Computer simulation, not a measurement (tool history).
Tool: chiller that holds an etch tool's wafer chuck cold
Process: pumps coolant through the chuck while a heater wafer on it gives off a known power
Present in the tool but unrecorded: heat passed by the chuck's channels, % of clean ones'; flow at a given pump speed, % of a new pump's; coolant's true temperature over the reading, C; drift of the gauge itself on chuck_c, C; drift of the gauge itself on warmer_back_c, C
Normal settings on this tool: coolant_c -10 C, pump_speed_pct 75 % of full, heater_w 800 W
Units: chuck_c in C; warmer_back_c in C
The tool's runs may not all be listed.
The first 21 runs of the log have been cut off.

run    hour  coolant_c  pump_speed_pct  heater_w  hours since the coolant was changed and the channels were flushed  hours since the pump was overhauled  hours since the chiller's thermometer was calibrated  chuck_c  warmer_back_c
 22   703.2         -3              78       486                                                               6636                                 2236                                                  1783      1.9           1.36
 23   730.8         -3              94       689                                                               6664                                 2264                                                  1810      3.2           1.58
 24   774.3         -5              94       689                                                               6707                                 2307                                                  1854      1.5           1.64
 25   810.5        -10              75       867                                                               6743                                 2343                                                  1890     -0.9           2.42
 26   840.3         -9              62       909                                                               6773                                 2373                                                  1920      1.8           3.03
 27   884.5         -6              83       536                                                               6817                                 2417                                                  1964     -0.8           1.56
 28   905.1         -6              83       536                                                               6838                                 2438                                                  1985     -0.7           1.53
 29   939.5         -6              64       536                                                               6872                                 2472                                                  2019      0.2           1.93
 30   958.8         -6              82       536                                                               6892                                 2492                                                  2038     -0.7            1.6
 31   980.2        -13              65       536                                                               6913                                 2513                                                  2060     -6.8           1.94
 32  1004.6        -13              65       536                                                               6937                                 2537                                                  2084       -7           1.99

What if the next run were any one of these 3? Each begins from the tool's condition after run 32:
  A  1032.2         -7              75       800                                                               6965                                 2565                                                  2112        ?              ?
  B  1032.2        -13              80       414                                                               6965                                 2565                                                  2112        ?              ?
  C  1032.2        -16              82       737                                                               6965                                 2565                                                  2112        ?              ?

run  chuck_c  warmer_back_c
  A      1.5           2.27
  B     -8.8           1.35
  C     -8.7              2
With no hidden state in the tool, these same runs would have given:
run  chuck_c  warmer_back_c
  A      1.5           1.79
  B     -8.8           0.88
  C     -8.7           1.53
